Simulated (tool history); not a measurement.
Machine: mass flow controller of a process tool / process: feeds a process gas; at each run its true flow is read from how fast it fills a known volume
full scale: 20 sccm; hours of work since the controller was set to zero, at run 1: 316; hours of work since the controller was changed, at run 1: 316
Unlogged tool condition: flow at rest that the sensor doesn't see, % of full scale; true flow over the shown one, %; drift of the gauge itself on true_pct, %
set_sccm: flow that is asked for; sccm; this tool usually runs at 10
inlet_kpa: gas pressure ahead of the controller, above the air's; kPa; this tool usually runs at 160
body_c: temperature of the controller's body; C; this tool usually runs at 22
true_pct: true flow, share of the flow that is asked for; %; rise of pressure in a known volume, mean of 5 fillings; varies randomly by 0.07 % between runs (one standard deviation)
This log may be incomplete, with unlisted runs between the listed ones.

run	day	set_sccm	inlet_kpa	body_c	hours of work since the controller was set to zero	hours of work since the controller was changed	true_pct
1	0	10	160	22	316	316	98.55
2	5.112	10	160	22	389	389	98.46
3	12.583	10	160	22	496	496	98.41
4	17.662	10	160	24	568	568	98.35
5	24.321	10	170	22	663	663	98.34
6	29.479	10	170	22	736	736	98.29
7	33.617	10	170	22	795	795	98.25
8	41.592	4	160	22	908	908	97.35
9	48.021	3	160	22	1000	1000	96.99
10	52.654	10	160	22	1066	1066	98.01
11	58.912	10	152	22	1155	1155	98.06
12	63.825	10	152	22	1225	1225	97.94
13	71.254	10	160	22	1330	1330	97.89
14	76.954	10	160	28	1411	1411	97.53
15	83.279	10	160	28	1501	1501	97.51
16	87.892	10	160	28	1567	1567	97.58
17	92.821	10	160	28	1637	1637	97.39
18	97.238	8	193	28	1700	1700	97.06
19	105.133	10	209	37	1812	1812	96.82
20	109.771	10	209	37	1878	1878	96.98
# day 116.025: gauge calibrated
21	116.025	10	209	37	1967	1967	97.95
22	122.221	4	266	25	2055	2055	97.61
23	129.138	2	230	28	2154	2154	97.12
24	133.375	2	230	28	2214	2214	97.06
25	140.275	2	230	28	2312	2312	96.98
26	146.104	11	160	22	2395	2395	98.51
27	150.312	11	160	22	2455	2455	98.45
28	157.162	16	182	34	2553	2553	98.53

4 ways to go on from here, each from the tool as it stands after run 28. What would each give?
A	162.258	10	275	22	2625	2625	?
B	162.258	16	190	34	2625	2625	?
C	162.258	19	160	20	2625	2625	?
D	162.258	4	157	31	2625	2625	?

run	true_pct
A	98.52
B	98.48
C	99.48
D	96.78
Take away the tool's hidden state, keep each run's random variation, and the runs would have read:
run	true_pct
A	98.94
B	98.9
C	99.89
D	97.19
